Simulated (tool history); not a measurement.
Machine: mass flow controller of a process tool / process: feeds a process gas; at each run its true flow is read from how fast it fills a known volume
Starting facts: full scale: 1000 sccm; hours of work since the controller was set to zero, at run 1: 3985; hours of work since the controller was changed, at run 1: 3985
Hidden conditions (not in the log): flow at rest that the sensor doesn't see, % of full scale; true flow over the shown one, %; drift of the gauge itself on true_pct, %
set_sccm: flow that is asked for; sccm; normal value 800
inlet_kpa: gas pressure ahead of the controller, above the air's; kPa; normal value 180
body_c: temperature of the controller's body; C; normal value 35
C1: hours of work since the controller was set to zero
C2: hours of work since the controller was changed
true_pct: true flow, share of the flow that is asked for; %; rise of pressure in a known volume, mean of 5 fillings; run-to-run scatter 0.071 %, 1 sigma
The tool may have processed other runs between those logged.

Run 1, hour 0: usual settings; C1 3985; C2 3985. Result: true_pct 95.17 %.
Run 2, hour 434.9: usual settings; C1 4120; C2 4120. Result: true_pct 95.05 %.
Run 3, hour 743: usual settings; C1 4216; C2 4216. Result: true_pct 94.99 %.
Run 4, hour 1117.4: usual settings but inlet_kpa 150 kPa; C1 4333; C2 4333. Result: true_pct 94.91 %.
Run 5, hour 1474: usual settings but inlet_kpa 150 kPa; C1 4444; C2 4444. Result: true_pct 94.99 %.
At hour 1677.1: controller's zero set anew.
Run 6, hour 1694: usual settings but inlet_kpa 150 kPa; C1 5; C2 4512. Result: true_pct 95.76 %.
Run 7, hour 2063.8: usual settings but inlet_kpa 150 kPa; C1 120; C2 4627. Result: true_pct 95.48 %.
Run 8, hour 2442: usual settings but inlet_kpa 150 kPa; C1 238; C2 4745. Result: true_pct 95.35 %.
Run 9, hour 2726.8: usual settings but inlet_kpa 150 kPa; C1 327; C2 4834. Result: true_pct 95.32 %.
Run 10, hour 3150.1: usual settings but inlet_kpa 150 kPa; C1 459; C2 4966. Result: true_pct 95.13 %.
Run 11, hour 3475.6: usual settings; C1 560; C2 5067. Result: true_pct 94.79 %.
At hour 3541.2: controller exchanged for a calibrated one.
Run 12, hour 3870.9: usual settings; C1 103; C2 103. Result: true_pct 99.5 %.
Run 13, hour 4319.8: usual settings but set_sccm 162 sccm, inlet_kpa 276 kPa; C1 243; C2 243. Result: true_pct 97.89 %.
Run 14, hour 4765.4: usual settings but set_sccm 188 sccm, body_c 27 C; C1 381; C2 381. Result: true_pct 98.32 %.
Run 15, hour 5071.9: usual settings but set_sccm 188 sccm, body_c 27 C; C1 477; C2 477. Result: true_pct 98.34 %.
Run 16, hour 5469.5: usual settings but set_sccm 188 sccm, body_c 27 C; C1 601; C2 601. Result: true_pct 98.09 %.
Run 17, hour 5910.3: usual settings but set_sccm 188 sccm, body_c 27 C; C1 738; C2 738. Result: true_pct 97.93 %.
Run 18, hour 6218.1: usual settings but set_sccm 188 sccm, body_c 27 C; C1 834; C2 834. Result: true_pct 97.8 %.
Run 19, hour 6748.8: usual settings but set_sccm 291 sccm, inlet_kpa 238 kPa, body_c 29 C; C1 999; C2 999. Result: true_pct 97.46 %.
Run 20, hour 7270.2: usual settings but set_sccm 291 sccm, inlet_kpa 238 kPa, body_c 29 C; C1 1162; C2 1162. Result: true_pct 97.28 %.
Run 21, hour 7563.5: usual settings but set_sccm 121 sccm, inlet_kpa 238 kPa, body_c 21 C; C1 1253; C2 1253. Result: true_pct 96.3 %.

Below are 5 alternative next runs, each starting from the tool's condition after run 21. Predict each:
Run A, hour 7916.7: usual settings but set_sccm 262 sccm; C1 1363; C2 1363. Result: true_pct ?.
Run B, hour 7916.7: usual settings but set_sccm 220 sccm, inlet_kpa 231 kPa, body_c 21 C; C1 1363; C2 1363. Result: true_pct ?.
Run C, hour 7916.7: usual settings but inlet_kpa 196 kPa, body_c 24 C; C1 1363; C2 1363. Result: true_pct ?.
Run D, hour 7916.7: usual settings but set_sccm 302 sccm, inlet_kpa 257 kPa, body_c 21 C; C1 1363; C2 1363. Result: true_pct ?.
Run E, hour 7916.7: usual settings but set_sccm 691 sccm, inlet_kpa 188 kPa, body_c 21 C; C1 1363; C2 1363. Result: true_pct ?.

run  true_pct
  A     96.83
  B     96.87
  C     98.38
  D     97.25
  E     98.37
With the hidden condition removed and each run's random variation left untouched, the same runs would have given:
run  true_pct
  A     98.94
  B     99.14
  C     99.89
  D     99.24
  E     99.92
